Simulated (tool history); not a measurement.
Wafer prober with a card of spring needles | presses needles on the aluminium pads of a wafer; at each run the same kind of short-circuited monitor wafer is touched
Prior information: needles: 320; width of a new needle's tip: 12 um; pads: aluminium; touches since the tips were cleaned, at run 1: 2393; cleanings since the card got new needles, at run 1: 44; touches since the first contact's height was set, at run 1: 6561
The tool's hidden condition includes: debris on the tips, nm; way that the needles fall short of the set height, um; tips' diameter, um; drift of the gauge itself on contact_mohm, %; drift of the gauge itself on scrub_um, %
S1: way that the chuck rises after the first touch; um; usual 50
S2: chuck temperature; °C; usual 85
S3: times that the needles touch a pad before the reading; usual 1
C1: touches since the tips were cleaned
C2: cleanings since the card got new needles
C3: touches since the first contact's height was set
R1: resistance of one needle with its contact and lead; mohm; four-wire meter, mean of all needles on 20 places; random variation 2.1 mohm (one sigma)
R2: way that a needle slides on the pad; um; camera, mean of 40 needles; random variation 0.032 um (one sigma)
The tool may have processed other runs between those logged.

| run | hour | S1 | S2 | S3 | C1 | C2 | C3 | R1 | R2 |
|---|---|---|---|---|---|---|---|---|---|
| 1 | 0.0 | 50 | 85 | 1 | 2393 | 44 | 6561 | 226 | 12.76 |
|  | 13.8 | tips cleaned on abrasive film |
| 2 | 16.7 | 50 | 101 | 1 | 1370 | 45 | 14391 | 235 | 12.77 |
|  | 31.9 | tips cleaned on abrasive film |
| 3 | 31.9 | 50 | 101 | 1 | 0 | 46 | 21482 | 230 | 12.77 |
| 4 | 45.7 | 50 | 85 | 2 | 6517 | 46 | 27999 | 227 | 12.74 |
|  | 49.9 | tips cleaned on abrasive film |
| 5 | 60.1 | 33 | 85 | 1 | 4816 | 47 | 34756 | 236 | 8.47 |
|  | 68.7 | tips cleaned on abrasive film |
| 6 | 79.5 | 33 | 85 | 1 | 5077 | 48 | 43836 | 237 | 8.42 |
|  | 87.0 | tips cleaned on abrasive film |
| 7 | 94.9 | 30 | 85 | 1 | 3716 | 49 | 51041 | 242 | 7.65 |
|  | 106.3 | tips cleaned on abrasive film |
| 8 | 117.6 | 30 | 85 | 1 | 5344 | 50 | 61698 | 234 | 7.68 |

The next listed run, before its measurement:
|  | 124.7 | tips cleaned on abrasive film |
| 9 | 127.4 | 30 | 85 | 1 | 1245 | 51 | 66254 | ? | ? |

{"run 9": {"R1": 241, "R2": 7.65}}
With the hidden condition absent and the run-to-run variation left alone, this run would have shown R1 241 mohm, R2 7.68 um.
